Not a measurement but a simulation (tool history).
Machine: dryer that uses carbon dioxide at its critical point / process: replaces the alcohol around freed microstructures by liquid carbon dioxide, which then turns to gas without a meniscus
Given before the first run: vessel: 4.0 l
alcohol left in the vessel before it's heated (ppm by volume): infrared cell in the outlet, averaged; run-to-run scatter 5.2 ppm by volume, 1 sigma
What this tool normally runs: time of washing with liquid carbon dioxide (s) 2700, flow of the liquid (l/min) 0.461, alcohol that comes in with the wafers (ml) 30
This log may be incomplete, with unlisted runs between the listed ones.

run	hour	time of washing with liquid carbon dioxide (s)	flow of the liquid (l/min)	alcohol that comes in with the wafers (ml)	alcohol left in the vessel before it's heated (ppm by volume)
1	0	2700	0.461	30	215
2	11.2	2700	0.461	30	221
3	33.4	2700	0.461	53	366
4	53.2	2700	0.461	53	361
5	72.6	1620	0.461	53	1546
6	90.5	2700	0.461	67	489
# hour 94.9: inlet filter changed
7	108.6	2700	0.461	30	150
8	122.6	2700	0.461	30	158
9	138.5	2700	0.461	104	416
10	159.6	1680	0.461	30	594
11	181.8	1680	0.461	30	598
12	204.7	1680	0.461	30	611
13	218.3	2700	0.461	30	168
14	229.6	2700	0.758	30	57
15	250.2	3360	0.461	30	89
16	275.8	3360	0.461	30	92
17	290	3360	0.461	30	95
18	308.7	3360	0.461	30	96
19	322.8	3360	0.461	30	101
20	345.4	3360	0.461	30	109
21	360.3	2940	0.461	30	151
22	387.7	2700	0.461	30	209
23	408.2	2040	0.461	30	445
24	421.1	2040	0.461	30	484
25	443.5	1740	0.461	54	1205
26	462.5	1740	0.697	21	194
27	489.5	1740	0.697	21	191
28	515.2	1740	0.38	33	1218
29	535.4	1740	0.38	33	1217
# hour 538.9: inlet filter changed
30	561.9	2220	0.723	109	176
31	588.4	2220	0.723	109	166
32	608.2	2580	0.77	30	71
33	627.2	2580	0.77	30	62
34	643.3	2580	0.77	30	67
35	669.6	2700	0.461	84	401
36	694.3	3300	0.461	21	98
37	720.9	1620	0.502	30	589
38	733.4	2040	0.544	30	277
39	756.3	2040	0.544	89	705
40	780.8	2040	0.544	89	722
41	793.8	2580	0.4	30	350
42	812.6	2340	0.721	23	97
43	827.2	2400	0.461	81	680
44	844.4	2340	0.515	59	425
45	856.3	2040	0.481	30	422
46	872.7	2700	0.409	30	319

Forecast each of these 4 alternatives for the next run:
A	891	4080	0.3	30	?
B	891	3960	0.427	27	?
C	891	3300	0.461	30	?
D	891	3780	0.362	65	?

run	alcohol left in the vessel before it's heated (ppm by volume)
A	241
B	107
C	144
D	330
Stripped of hidden state, with their random variation kept, the same runs would have yielded:
run	alcohol left in the vessel before it's heated (ppm by volume)
A	104
B	23
C	42
D	151

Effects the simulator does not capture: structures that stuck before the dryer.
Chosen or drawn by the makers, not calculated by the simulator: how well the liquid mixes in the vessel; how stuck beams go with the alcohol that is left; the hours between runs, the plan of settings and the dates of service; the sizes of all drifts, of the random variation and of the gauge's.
